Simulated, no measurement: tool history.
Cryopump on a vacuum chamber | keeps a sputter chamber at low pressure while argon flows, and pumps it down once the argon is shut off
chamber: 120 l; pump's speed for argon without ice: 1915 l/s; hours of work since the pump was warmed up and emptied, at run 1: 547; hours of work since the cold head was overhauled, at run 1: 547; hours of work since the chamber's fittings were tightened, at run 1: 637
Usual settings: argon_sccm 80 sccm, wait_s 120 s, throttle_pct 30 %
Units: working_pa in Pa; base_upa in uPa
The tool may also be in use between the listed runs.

run	hour	argon_sccm	wait_s	throttle_pct	hours of work since the pump was warmed up and emptied	hours of work since the cold head was overhauled	hours of work since the chamber's fittings were tightened	working_pa	base_upa
1	0.0	80	120	30	547	547	637	0.2485	1.30
2	55.2	80	120	30	571	571	662	0.2536	1.27
3	103.5	80	120	16	593	593	683	0.4578	1.32
4	172.8	80	120	16	624	624	714	0.4602	1.37
5	232.8	80	153	30	650	650	741	0.2531	1.33
6	300.2	122	120	30	680	680	771	0.3885	1.43
7	369.0	80	120	30	711	711	802	0.2556	1.49
8	444.7	80	120	30	745	745	835	0.2562	1.54
9	502.3	80	120	30	770	770	861	0.2557	1.52
10	568.6	80	120	30	800	800	891	0.2558	1.62
11	631.6	80	120	50	828	828	919	0.1650	1.66
12	665.4	47	120	30	843	843	934	0.1539	1.67
13	703.7	47	120	30	860	860	951	0.1519	1.77
14	779.9	47	120	30	894	894	985	0.1526	1.73
15	834.4	47	120	30	918	918	1009	0.1544	1.77
16	869.8	80	120	30	934	934	1025	0.2622	1.82
# hour 942.3: pump warmed up, emptied and cooled again
17	942.3	80	120	30	0	964	1055	0.2374	1.50

Forecast run 18:
18	1007.4	107	54	28	29	993	1084	?	?

{"run 18": {"working_pa": 0.3411, "base_upa": 2.03}}
Without the tool's hidden state the same run would have given working_pa 0.3395 Pa, base_upa 1.15 uPa.
